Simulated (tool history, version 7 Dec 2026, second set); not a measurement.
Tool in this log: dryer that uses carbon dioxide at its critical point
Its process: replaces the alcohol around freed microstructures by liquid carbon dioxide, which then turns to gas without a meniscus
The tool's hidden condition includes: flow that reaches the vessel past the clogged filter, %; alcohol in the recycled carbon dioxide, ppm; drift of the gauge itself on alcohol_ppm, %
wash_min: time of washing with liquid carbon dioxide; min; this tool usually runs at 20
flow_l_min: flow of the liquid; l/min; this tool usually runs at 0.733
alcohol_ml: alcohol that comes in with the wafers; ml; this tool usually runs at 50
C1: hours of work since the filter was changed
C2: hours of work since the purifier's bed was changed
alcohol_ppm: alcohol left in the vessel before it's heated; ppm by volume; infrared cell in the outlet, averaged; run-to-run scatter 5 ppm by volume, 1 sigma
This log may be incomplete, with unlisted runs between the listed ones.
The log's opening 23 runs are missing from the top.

Run 24, hour 254.3: usual settings but alcohol_ml 34 ml; C1 134; C2 252. Result: alcohol_ppm 57 ppm by volume.
Run 25, hour 268.5: usual settings but alcohol_ml 34 ml; C1 140; C2 258. Result: alcohol_ppm 46 ppm by volume.
Run 26, hour 278: usual settings but flow_l_min 0.514 l/min, alcohol_ml 51 ml; C1 144; C2 261. Result: alcohol_ppm 367 ppm by volume.
Run 27, hour 284.8: usual settings but wash_min 14 min, flow_l_min 1.236 l/min; C1 146; C2 264. Result: alcohol_ppm 31 ppm by volume.
Run 28, hour 297.2: usual settings but wash_min 14 min, flow_l_min 1.236 l/min; C1 151; C2 269. Result: alcohol_ppm 24 ppm by volume.
Run 29, hour 312.4: usual settings but wash_min 19 min, flow_l_min 1.001 l/min; C1 157; C2 275. Result: alcohol_ppm 21 ppm by volume.
Run 30, hour 325.7: usual settings but wash_min 19 min, flow_l_min 0.989 l/min; C1 162; C2 280. Result: alcohol_ppm 28 ppm by volume.
Run 31, hour 335.8: usual settings but wash_min 19 min, flow_l_min 0.989 l/min; C1 166; C2 284. Result: alcohol_ppm 24 ppm by volume.
At hour 339.4: inlet filter changed.
Run 32, hour 351.2: usual settings but wash_min 19 min, flow_l_min 0.989 l/min; C1 5; C2 290. Result: alcohol_ppm 17 ppm by volume.
Run 33, hour 364.8: usual settings but wash_min 21 min, alcohol_ml 71 ml; C1 10; C2 295. Result: alcohol_ppm 35 ppm by volume.
Run 34, hour 371.6: usual settings but flow_l_min 1.057 l/min, alcohol_ml 40 ml; C1 13; C2 298. Result: alcohol_ppm 13 ppm by volume.
Run 35, hour 383.9: usual settings but wash_min 12 min, flow_l_min 1.057 l/min, alcohol_ml 114 ml; C1 17; C2 303. Result: alcohol_ppm 127 ppm by volume.
Run 36, hour 399.3: usual settings but wash_min 30 min, flow_l_min 0.633 l/min, alcohol_ml 55 ml; C1 23; C2 309. Result: alcohol_ppm 15 ppm by volume.
Run 37, hour 413.3: usual settings but wash_min 25 min, flow_l_min 0.734 l/min; C1 29; C2 314. Result: alcohol_ppm 15 ppm by volume.
Run 38, hour 421.5: usual settings but alcohol_ml 55 ml; C1 32; C2 317. Result: alcohol_ppm 35 ppm by volume.
Run 39, hour 433.9: usual settings but wash_min 24 min, flow_l_min 0.686 l/min, alcohol_ml 86 ml; C1 37; C2 322. Result: alcohol_ppm 37 ppm by volume.
Run 40, hour 440.8: usual settings but flow_l_min 0.464 l/min, alcohol_ml 47 ml; C1 40; C2 325. Result: alcohol_ppm 314 ppm by volume.
Run 41, hour 455.3: usual settings but flow_l_min 0.923 l/min; C1 45; C2 331. Result: alcohol_ppm 11 ppm by volume.
Run 42, hour 467.6: usual settings but flow_l_min 0.58 l/min, alcohol_ml 54 ml; C1 50; C2 335. Result: alcohol_ppm 134 ppm by volume.

Run 43 has not been measured yet. What should we expect?
Run 43, hour 476.8: usual settings but wash_min 14 min, flow_l_min 0.98 l/min, alcohol_ml 28 ml; C1 54; C2 339. Result: alcohol_ppm ?.

Logged for run 43: alcohol_ppm 45 ppm by volume.
Without the tool's hidden state the same run would have given alcohol_ppm 26 ppm by volume.
